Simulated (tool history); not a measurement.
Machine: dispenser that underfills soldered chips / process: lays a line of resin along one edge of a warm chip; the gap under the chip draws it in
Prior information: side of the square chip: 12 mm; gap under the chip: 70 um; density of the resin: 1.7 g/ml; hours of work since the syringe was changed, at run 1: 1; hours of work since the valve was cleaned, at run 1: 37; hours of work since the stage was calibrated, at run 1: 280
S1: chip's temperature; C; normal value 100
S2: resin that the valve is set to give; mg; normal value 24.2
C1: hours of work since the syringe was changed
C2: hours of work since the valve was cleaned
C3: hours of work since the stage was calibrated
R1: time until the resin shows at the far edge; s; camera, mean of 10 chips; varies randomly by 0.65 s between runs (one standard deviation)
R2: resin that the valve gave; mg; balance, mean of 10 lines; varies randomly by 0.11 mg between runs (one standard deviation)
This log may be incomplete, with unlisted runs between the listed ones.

run	hour	S1	S2	C1	C2	C3	R1	R2
1	0.0	100	24.2	1	37	280	58.4	23.62
2	8.8	100	24.2	7	43	286	85.1	23.73
3	14.6	100	24.2	11	47	290	108.3	23.48
# hour 16.1: new syringe of resin
# hour 24.9: dispensing valve cleaned and set on the balance
4	26.6	100	29.9	7	1	297	80.7	30.07
# hour 33.9: new syringe of resin
5	37.2	100	29.9	2	8	304	63.0	29.93
6	46.4	100	29.9	9	14	311	94.3	29.77
# hour 50.7: new syringe of resin
7	53.0	100	24.2	2	19	315	61.8	23.94
8	60.6	100	24.2	7	24	320	84.7	23.92
# hour 67.9: new syringe of resin
9	69.6	100	24.2	1	30	326	58.7	23.63
10	80.6	100	21.1	9	38	334	99.1	20.67
# hour 85.0: new syringe of resin
11	88.8	100	28.7	3	43	339	65.0	27.90
12	96.1	100	28.7	8	48	344	88.2	27.69
# hour 102.1: new syringe of resin
13	102.6	100	24.2	0	52	348	55.3	23.42
# hour 104.8: dispensing valve cleaned and set on the balance
14	114.6	100	24.2	8	7	356	89.3	24.11
# hour 120.1: new syringe of resin
15	123.4	100	24.2	2	13	362	62.0	23.71
16	128.7	100	24.2	6	16	366	78.3	23.77
# hour 136.7: new syringe of resin
17	136.8	100	29.1	0	22	371	53.8	28.50
18	146.6	113	22.3	7	28	378	60.0	21.72
19	152.1	100	22.3	11	32	381	106.3	21.70
# hour 153.4: new syringe of resin
20	159.1	106	26.2	4	37	386	58.0	25.37
21	168.3	106	26.2	10	43	392	86.6	25.20
# hour 170.2: new syringe of resin
22	175.3	88	27.3	3	48	397	93.3	26.25
23	180.6	110	22.7	7	51	400	65.4	21.81
# hour 184.6: dispensing valve cleaned and set on the balance
# hour 187.8: new syringe of resin
24	191.8	87	24.2	3	5	407	96.0	24.42
25	199.9	99	22.0	8	10	413	97.1	22.07
# hour 205.0: new syringe of resin
26	207.4	102	26.8	2	15	418	55.4	26.53
27	212.6	109	23.8	5	19	421	58.3	23.32
# hour 221.7: new syringe of resin
28	221.7	95	20.7	0	25	427	66.2	20.36
29	227.1	95	31.3	4	29	431	77.9	30.86
30	233.2	89	29.5	8	33	435	118.9	28.86
31	237.7	89	29.5	11	36	438	142.3	28.60
# hour 238.4: new syringe of resin
32	243.0	89	29.5	3	39	442	88.7	28.61
33	247.7	92	28.1	6	42	445	99.7	27.28
# hour 255.6: new syringe of resin
34	255.7	93	21.8	0	48	450	68.6	21.12

Hidden state at the last listed run before each entry between runs and at the first one after, where it differs:
In the gap between runs 3 and 4: new syringe of resin (hour 16.1); dispensing valve cleaned and set on the balance (hour 24.9)
  resin's viscosity, % of fresh resin's: 195.5 -> 149.8; dose that the valve gives, % of what is set: 96.98 -> 100.2; true chip temperature over the reading, C: 1.64 -> 1.69
  measured result minus the result with no hidden state, R1: +50.8 -> +24.3 s; R2: -0.73 -> +0.06 mg
In the gap between runs 4 and 5: new syringe of resin (hour 33.9)
  resin's viscosity, % of fresh resin's: 149.8 -> 117.4; dose that the valve gives, % of what is set: 100.2 -> 99.69; true chip temperature over the reading, C: 1.69 -> 1.74
  measured result minus the result with no hidden state, R1: +24.3 -> +6.6 s; R2: +0.06 -> -0.09 mg
In the gap between runs 6 and 7: new syringe of resin (hour 50.7)
  resin's viscosity, % of fresh resin's: 174.4 -> 110.9; dose that the valve gives, % of what is set: 99.24 -> 98.92; true chip temperature over the reading, C: 1.78 -> 1.81
  measured result minus the result with no hidden state, R1: +37.2 -> +3.2 s; R2: -0.23 -> -0.26 mg
In the gap between runs 8 and 9: new syringe of resin (hour 67.9)
  resin's viscosity, % of fresh resin's: 154.4 -> 106.8; dose that the valve gives, % of what is set: 98.55 -> 98.12; true chip temperature over the reading, C: 1.84 -> 1.88
  measured result minus the result with no hidden state, R1: +27.2 -> +0.9 s; R2: -0.35 -> -0.46 mg
In the gap between runs 10 and 11: new syringe of resin (hour 85.0)
  resin's viscosity, % of fresh resin's: 172.4 -> 119.2; dose that the valve gives, % of what is set: 97.62 -> 97.23; true chip temperature over the reading, C: 1.93 -> 1.97
  measured result minus the result with no hidden state, R1: +38.9 -> +7.5 s; R2: -0.51 -> -0.79 mg
In the gap between runs 12 and 13: new syringe of resin (hour 102.1)
  resin's viscosity, % of fresh resin's: 164 -> 101; dose that the valve gives, % of what is set: 96.87 -> 96.57; true chip temperature over the reading, C: 2 -> 2.03
  measured result minus the result with no hidden state, R1: +31.5 -> -2.3 s; R2: -0.89 -> -0.83 mg
In the gap between runs 13 and 14: dispensing valve cleaned and set on the balance (hour 104.8)
  resin's viscosity, % of fresh resin's: 101 -> 163.1; dose that the valve gives, % of what is set: 96.57 -> 99.16; true chip temperature over the reading, C: 2.03 -> 2.08
  measured result minus the result with no hidden state, R1: -2.3 -> +31.3 s; R2: -0.83 -> -0.21 mg
In the gap between runs 14 and 15: new syringe of resin (hour 120.1)
  resin's viscosity, % of fresh resin's: 163.1 -> 114.7; dose that the valve gives, % of what is set: 99.16 -> 98.72; true chip temperature over the reading, C: 2.08 -> 2.12
  measured result minus the result with no hidden state, R1: +31.3 -> +4.7 s; R2: -0.21 -> -0.31 mg
In the gap between runs 16 and 17: new syringe of resin (hour 136.7)
  resin's viscosity, % of fresh resin's: 144.5 -> 98.8; dose that the valve gives, % of what is set: 98.48 -> 98.12; true chip temperature over the reading, C: 2.15 -> 2.18
  measured result minus the result with no hidden state, R1: +20.8 -> -4.1 s; R2: -0.36 -> -0.54 mg
In the gap between runs 19 and 20: new syringe of resin (hour 153.4)
  resin's viscosity, % of fresh resin's: 192.4 -> 127.4; dose that the valve gives, % of what is set: 97.34 -> 97.02; true chip temperature over the reading, C: 2.25 -> 2.28
  measured result minus the result with no hidden state, R1: +47.7 -> +9.7 s; R2: -0.59 -> -0.78 mg
In the gap between runs 21 and 22: new syringe of resin (hour 170.2)
  resin's viscosity, % of fresh resin's: 189.8 -> 124.4; dose that the valve gives, % of what is set: 96.58 -> 96.26; true chip temperature over the reading, C: 2.32 -> 2.35
  measured result minus the result with no hidden state, R1: +38.1 -> +13.1 s; R2: -0.89 -> -1.02 mg
In the gap between runs 23 and 24: dispensing valve cleaned and set on the balance (hour 184.6); new syringe of resin (hour 187.8)
  resin's viscosity, % of fresh resin's: 156.7 -> 119.3; dose that the valve gives, % of what is set: 95.98 -> 99.72; true chip temperature over the reading, C: 2.38 -> 2.42
  measured result minus the result with no hidden state, R1: +21.5 -> +9.2 s; R2: -0.92 -> -0.06 mg
In the gap between runs 25 and 26: new syringe of resin (hour 205.0)
  resin's viscosity, % of fresh resin's: 169.5 -> 110.1; dose that the valve gives, % of what is set: 99.35 -> 99; true chip temperature over the reading, C: 2.46 -> 2.49
  measured result minus the result with no hidden state, R1: +35.8 -> +1.5 s; R2: -0.15 -> -0.27 mg
In the gap between runs 27 and 28: new syringe of resin (hour 221.7)
  resin's viscosity, % of fresh resin's: 137.9 -> 100.1; dose that the valve gives, % of what is set: 98.74 -> 98.31; true chip temperature over the reading, C: 2.51 -> 2.55
  measured result minus the result with no hidden state, R1: +13.1 -> -4.7 s; R2: -0.30 -> -0.35 mg
In the gap between runs 31 and 32: new syringe of resin (hour 238.4)
  resin's viscosity, % of fresh resin's: 200 -> 122.7; dose that the valve gives, % of what is set: 97.54 -> 97.3; true chip temperature over the reading, C: 2.63 -> 2.65
  measured result minus the result with no hidden state, R1: +65.4 -> +10.4 s; R2: -0.72 -> -0.80 mg
In the gap between runs 33 and 34: new syringe of resin (hour 255.6)
  resin's viscosity, % of fresh resin's: 150.7 -> 100; dose that the valve gives, % of what is set: 97.07 -> 96.72; true chip temperature over the reading, C: 2.67 -> 2.7
  measured result minus the result with no hidden state, R1: +28.4 -> -4.9 s; R2: -0.82 -> -0.72 mg

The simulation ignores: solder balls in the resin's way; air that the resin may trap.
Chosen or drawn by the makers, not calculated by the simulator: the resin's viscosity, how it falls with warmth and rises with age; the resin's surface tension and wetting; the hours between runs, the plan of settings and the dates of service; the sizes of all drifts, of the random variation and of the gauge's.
